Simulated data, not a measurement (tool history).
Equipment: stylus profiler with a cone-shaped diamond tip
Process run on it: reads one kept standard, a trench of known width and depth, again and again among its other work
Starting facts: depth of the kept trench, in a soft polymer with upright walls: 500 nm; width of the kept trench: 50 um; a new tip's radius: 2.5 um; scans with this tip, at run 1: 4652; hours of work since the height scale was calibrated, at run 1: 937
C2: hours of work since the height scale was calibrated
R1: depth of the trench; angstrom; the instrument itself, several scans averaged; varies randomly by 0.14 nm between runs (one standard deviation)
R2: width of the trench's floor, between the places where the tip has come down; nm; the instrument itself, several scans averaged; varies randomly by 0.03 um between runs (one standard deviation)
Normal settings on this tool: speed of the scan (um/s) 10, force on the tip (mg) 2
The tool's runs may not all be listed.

run 1 hour=0 | speed_of_the_scan_(um/s)=10 force_on_the_tip_(mg)=2 | scans_with_this_tip=4652 C2=937 | R1=5029.3 R2=46350
run 2 hour=36.1 | speed_of_the_scan_(um/s)=10 force_on_the_tip_(mg)=2 | scans_with_this_tip=4772 C2=961 | R1=5025.6 R2=46360
run 3 hour=71.8 | speed_of_the_scan_(um/s)=10 force_on_the_tip_(mg)=2 | scans_with_this_tip=4891 C2=985 | R1=5024.8 R2=46290
run 4 hour=121.7 | speed_of_the_scan_(um/s)=10 force_on_the_tip_(mg)=2 | scans_with_this_tip=5057 C2=1018 | R1=5023.3 R2=46330
run 5 hour=155.9 | speed_of_the_scan_(um/s)=10 force_on_the_tip_(mg)=2 | scans_with_this_tip=5171 C2=1041 | R1=5024.6 R2=46310
run 6 hour=204.7 | speed_of_the_scan_(um/s)=10 force_on_the_tip_(mg)=2 | scans_with_this_tip=5333 C2=1074 | R1=5021.6 R2=46230
run 7 hour=248.1 | speed_of_the_scan_(um/s)=10 force_on_the_tip_(mg)=2 | scans_with_this_tip=5478 C2=1103 | R1=5023.8 R2=46280
run 8 hour=280.8 | speed_of_the_scan_(um/s)=10 force_on_the_tip_(mg)=2 | scans_with_this_tip=5587 C2=1125 | R1=5020 R2=46190
run 9 hour=313.2 | speed_of_the_scan_(um/s)=10 force_on_the_tip_(mg)=2 | scans_with_this_tip=5695 C2=1147 | R1=5021.8 R2=46220
run 10 hour=353 | speed_of_the_scan_(um/s)=10 force_on_the_tip_(mg)=2 | scans_with_this_tip=5828 C2=1173 | R1=5020.6 R2=46220
run 11 hour=385.9 | speed_of_the_scan_(um/s)=10 force_on_the_tip_(mg)=2 | scans_with_this_tip=5937 C2=1195 | R1=5020.5 R2=46130
run 12 hour=430.1 | speed_of_the_scan_(um/s)=10 force_on_the_tip_(mg)=2 | scans_with_this_tip=6084 C2=1225 | R1=5018.4 R2=46170
run 13 hour=455.4 | speed_of_the_scan_(um/s)=10 force_on_the_tip_(mg)=2 | scans_with_this_tip=6169 C2=1242 | R1=5017.7 R2=46120
run 14 hour=486 | speed_of_the_scan_(um/s)=10 force_on_the_tip_(mg)=1.2 | scans_with_this_tip=6271 C2=1263 | R1=5001.4 R2=46180
run 15 hour=534.7 | speed_of_the_scan_(um/s)=25 force_on_the_tip_(mg)=1.2 | scans_with_this_tip=6433 C2=1295 | R1=5004.1 R2=46120
run 16 hour=564.9 | speed_of_the_scan_(um/s)=10 force_on_the_tip_(mg)=2 | scans_with_this_tip=6534 C2=1315 | R1=5018.7 R2=46150
run 17 hour=593.6 | speed_of_the_scan_(um/s)=3 force_on_the_tip_(mg)=3.66 | scans_with_this_tip=6629 C2=1335 | R1=5042.3 R2=46130
run 18 hour=631.4 | speed_of_the_scan_(um/s)=30 force_on_the_tip_(mg)=0.69 | scans_with_this_tip=6755 C2=1360 | R1=4989.1 R2=45970
run 19 hour=659.2 | speed_of_the_scan_(um/s)=28 force_on_the_tip_(mg)=0.85 | scans_with_this_tip=6848 C2=1379 | R1=4992.8 R2=46000
run 20 hour=708.8 | speed_of_the_scan_(um/s)=2 force_on_the_tip_(mg)=5.89 | scans_with_this_tip=7013 C2=1412 | R1=5067.8 R2=46030
run 21 hour=732 | speed_of_the_scan_(um/s)=4 force_on_the_tip_(mg)=2.95 | scans_with_this_tip=7090 C2=1428 | R1=5030.5 R2=46060
run 22 hour=768.5 | speed_of_the_scan_(um/s)=10 force_on_the_tip_(mg)=2.48 | scans_with_this_tip=7212 C2=1452 | R1=5018.1 R2=46040
run 23 hour=798.8 | speed_of_the_scan_(um/s)=17 force_on_the_tip_(mg)=2.48 | scans_with_this_tip=7313 C2=1472 | R1=5020.9 R2=45990
run 24 hour=820.8 | speed_of_the_scan_(um/s)=12 force_on_the_tip_(mg)=1.82 | scans_with_this_tip=7386 C2=1487 | R1=5010.2 R2=45990
run 25 hour=849.2 | speed_of_the_scan_(um/s)=12 force_on_the_tip_(mg)=1.82 | scans_with_this_tip=7481 C2=1506 | R1=5008 R2=45980
run 26 hour=899 | speed_of_the_scan_(um/s)=3 force_on_the_tip_(mg)=2.98 | scans_with_this_tip=7646 C2=1540 | R1=5026 R2=46010
run 27 hour=933 | speed_of_the_scan_(um/s)=29 force_on_the_tip_(mg)=0.69 | scans_with_this_tip=7760 C2=1562 | R1=4983.1 R2=45860
run 28 hour=974.7 | speed_of_the_scan_(um/s)=29 force_on_the_tip_(mg)=0.69 | scans_with_this_tip=7899 C2=1590 | R1=4982.4 R2=45860
run 29 hour=1024.6 | speed_of_the_scan_(um/s)=26 force_on_the_tip_(mg)=2.44 | scans_with_this_tip=8065 C2=1624 | R1=5015.9 R2=45860
run 30 hour=1072.4 | speed_of_the_scan_(um/s)=26 force_on_the_tip_(mg)=2.44 | scans_with_this_tip=8224 C2=1656 | R1=5016.7 R2=45880
run 31 hour=1119 | speed_of_the_scan_(um/s)=4 force_on_the_tip_(mg)=0.67 | scans_with_this_tip=8380 C2=1687 | R1=4980.3 R2=45890

Measured minus without-hidden-state, run by run (identical run-to-run variation in each term; gauge scatter may differ):
What the log doesn't record here: radius of the tip, um; height scale over the true one, %; drift of the gauge itself on depth_nm, %; drift of the gauge itself on floor_um, %.
run=1 R1=-27.4 R2=-620
run=2 R1=-28.1 R2=-640
run=3 R1=-28.7 R2=-650
run=4 R1=-29.5 R2=-680
run=5 R1=-30.1 R2=-680
run=6 R1=-31 R2=-710
run=7 R1=-31.6 R2=-730
run=8 R1=-32.2 R2=-740
run=9 R1=-32.8 R2=-750
run=10 R1=-33.5 R2=-780
run=11 R1=-34 R2=-790
run=12 R1=-34.8 R2=-810
run=13 R1=-35.2 R2=-820
run=14 R1=-35.6 R2=-840
run=15 R1=-36.5 R2=-850
run=16 R1=-37.1 R2=-860
run=17 R1=-37.7 R2=-880
run=18 R1=-38 R2=-890
run=19 R1=-38.5 R2=-910
run=20 R1=-39.9 R2=-930
run=21 R1=-40 R2=-940
run=22 R1=-40.6 R2=-950
run=23 R1=-41.2 R2=-960
run=24 R1=-41.6 R2=-970
run=25 R1=-42 R2=-980
run=26 R1=-43 R2=-1000
run=27 R1=-43.2 R2=-1010
run=28 R1=-43.9 R2=-1040
run=29 R1=-45.2 R2=-1060
run=30 R1=-45.9 R2=-1070
run=31 R1=-46.4 R2=-1090
